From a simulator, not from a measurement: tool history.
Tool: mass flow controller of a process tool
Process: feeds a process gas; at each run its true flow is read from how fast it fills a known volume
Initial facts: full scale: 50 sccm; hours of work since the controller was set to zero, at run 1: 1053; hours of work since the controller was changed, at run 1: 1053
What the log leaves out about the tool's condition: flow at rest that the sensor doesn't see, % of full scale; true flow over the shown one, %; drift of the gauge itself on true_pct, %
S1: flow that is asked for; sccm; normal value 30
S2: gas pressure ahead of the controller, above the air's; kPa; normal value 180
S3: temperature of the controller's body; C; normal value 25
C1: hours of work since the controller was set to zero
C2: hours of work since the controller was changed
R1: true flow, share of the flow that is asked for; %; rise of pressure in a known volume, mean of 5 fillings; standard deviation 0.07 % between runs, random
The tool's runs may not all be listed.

run,hour,S1,S2,S3,C1,C2,R1
1,0.0,30,180,25,1053,1053,99.24
2,86.6,30,180,25,1121,1121,99.13
3,147.5,30,180,25,1169,1169,99.16
4,205.3,30,180,25,1215,1215,99.15
5,290.9,30,180,25,1282,1282,99.11
6,354.3,30,180,31,1332,1332,99.54
7,433.5,30,180,31,1395,1395,99.58
8,489.4,30,180,31,1439,1439,99.59
9,543.1,30,180,25,1481,1481,99.29
10,581.3,30,180,37,1511,1511,99.90
11,643.2,30,180,37,1560,1560,100.01
12,730.6,30,180,37,1629,1629,100.08
13,788.1,20,180,25,1674,1674,99.07
14,879.7,36,180,25,1747,1747,99.38
15,962.4,36,180,25,1812,1812,99.40
16,1020.2,36,180,25,1857,1857,99.45
17,1105.1,36,180,25,1924,1924,99.38
18,1194.0,30,224,25,1994,1994,99.45
19,1235.4,30,224,20,2027,2027,99.19
20,1301.0,30,180,25,2079,2079,99.24
21,1382.3,30,180,25,2143,2143,99.28
# hour 1388.8: controller's zero set anew
22,1429.3,30,180,25,32,2180,99.63
23,1513.1,30,180,25,98,2246,99.47
24,1599.4,30,180,25,166,2314,99.61
25,1686.1,30,180,31,234,2382,99.98
26,1745.6,30,180,31,281,2429,100.00
# hour 1795.7: controller's zero set anew, once more
27,1826.6,21,220,33,24,2493,98.76
28,1904.2,21,220,33,86,2554,98.70
29,1951.1,8,180,25,122,2591,97.65
30,1989.7,7,180,24,153,2621,97.60
31,2070.2,7,180,24,216,2685,97.54
32,2138.1,7,180,24,270,2738,97.77
33,2210.9,7,180,24,327,2796,97.81
34,2264.1,7,180,24,369,2837,97.91
35,2349.5,7,250,21,437,2905,98.20
36,2437.6,10,142,31,506,2974,98.13
37,2503.1,11,180,30,558,3026,98.26
38,2579.2,11,256,35,618,3086,99.04
39,2650.7,16,187,24,674,3142,98.00
40,2695.3,29,218,25,709,3178,98.64
41,2786.2,14,257,25,781,3249,98.58
42,2823.6,14,205,33,810,3279,98.74
43,2906.4,14,205,33,876,3344,98.89
44,2997.1,30,180,21,947,3415,98.13
45,3062.4,5,246,34,999,3467,100.42
46,3150.6,34,167,26,1068,3537,98.66
47,3191.0,34,167,38,1100,3568,99.29

Below are 5 alternative next runs, each starting from the tool's condition after run 47. Predict each:
A,3245.7,5,227,30,1143,3611,?
B,3245.7,7,180,30,1143,3611,?
C,3245.7,34,240,38,1143,3611,?
D,3245.7,30,167,29,1143,3611,?
E,3245.7,7,278,23,1143,3611,?

run,R1
A,100.35
B,99.32
C,99.90
D,98.58
E,99.46
What these runs would have given with no unlogged condition in the tool:
run,R1
A,98.49
B,98.28
C,100.48
D,99.10
E,98.41
